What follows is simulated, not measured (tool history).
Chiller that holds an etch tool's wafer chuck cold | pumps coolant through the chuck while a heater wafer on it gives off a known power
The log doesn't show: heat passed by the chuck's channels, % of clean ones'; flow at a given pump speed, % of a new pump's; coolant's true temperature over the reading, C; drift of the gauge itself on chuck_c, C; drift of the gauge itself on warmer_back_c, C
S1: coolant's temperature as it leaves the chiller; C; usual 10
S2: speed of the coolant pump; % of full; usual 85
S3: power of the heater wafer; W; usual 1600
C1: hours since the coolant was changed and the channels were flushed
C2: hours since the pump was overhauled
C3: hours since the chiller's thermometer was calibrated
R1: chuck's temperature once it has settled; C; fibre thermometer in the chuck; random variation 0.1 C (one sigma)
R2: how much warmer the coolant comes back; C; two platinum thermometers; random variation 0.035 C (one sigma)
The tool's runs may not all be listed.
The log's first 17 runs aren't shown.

run 18 hour=2387.2 | S1=8 S2=85 S3=1669 | C1=1625 C2=3337 C3=1532 | R1=22.1 R2=7.16
run 19 hour=2580.9 | S1=10 S2=85 S3=1731 | C1=1819 C2=3531 C3=1725 | R1=24.8 R2=7.53
run 20 hour=2739.8 | S1=10 S2=85 S3=2318 | C1=1978 C2=3689 C3=1884 | R1=30.5 R2=10.15
run 21 hour=2845.4 | S1=1 S2=80 S3=2318 | C1=2083 C2=3795 C3=1990 | R1=22.4 R2=10.88
-- hour=2909 chiller's thermometer calibrated
run 22 hour=2973 | S1=1 S2=85 S3=2318 | C1=2210 C2=3922 C3=64 | R1=22 R2=10.31
run 23 hour=3076.2 | S1=2 S2=73 S3=830 | C1=2313 C2=4025 C3=167 | R1=10.5 R2=4.3
run 24 hour=3183 | S1=10 S2=85 S3=2296 | C1=2420 C2=4132 C3=274 | R1=31.1 R2=10.24
-- hour=3336.5 coolant pump overhauled
run 25 hour=3339.9 | S1=14 S2=85 S3=2296 | C1=2572 C2=3 C3=426 | R1=32.2 R2=8.66
run 26 hour=3460.7 | S1=10 S2=90 S3=1051 | C1=2693 C2=124 C3=547 | R1=18 R2=3.78
run 27 hour=3570 | S1=10 S2=90 S3=1051 | C1=2802 C2=233 C3=656 | R1=17.8 R2=3.79
run 28 hour=3721.8 | S1=10 S2=84 S3=1043 | C1=2954 C2=385 C3=808 | R1=18.5 R2=4.03
-- hour=3817.2 coolant changed, channels flushed
run 29 hour=3892.7 | S1=10 S2=84 S3=1043 | C1=76 C2=550 C3=973 | R1=17.8 R2=4.06
run 30 hour=4047.4 | S1=10 S2=84 S3=1043 | C1=230 C2=705 C3=1127 | R1=17.9 R2=4.08
run 31 hour=4136.9 | S1=10 S2=62 S3=2168 | C1=320 C2=794 C3=1217 | R1=31.7 R2=11.47
run 32 hour=4233.5 | S1=10 S2=62 S3=2168 | C1=416 C2=891 C3=1313 | R1=31.8 R2=11.58

3 ways to go on from here, each from the tool as it stands after run 32. What would each give?
run A hour=4417.6 | S1=6 S2=85 S3=898 | C1=600 C2=1075 C3=1498 | R1=? R2=?
run B hour=4417.6 | S1=10 S2=68 S3=1956 | C1=600 C2=1075 C3=1498 | R1=? R2=?
run C hour=4417.6 | S1=18 S2=85 S3=1600 | C1=600 C2=1075 C3=1498 | R1=? R2=?

run=A R1=12.7 R2=3.56
run=B R1=28.3 R2=9.63
run=C R1=30.2 R2=6.22
Without the tool's hidden state the same runs would have given:
run=A R1=12.8 R2=3.45
run=B R1=27.9 R2=9.32
run=C R1=30 R2=6.02
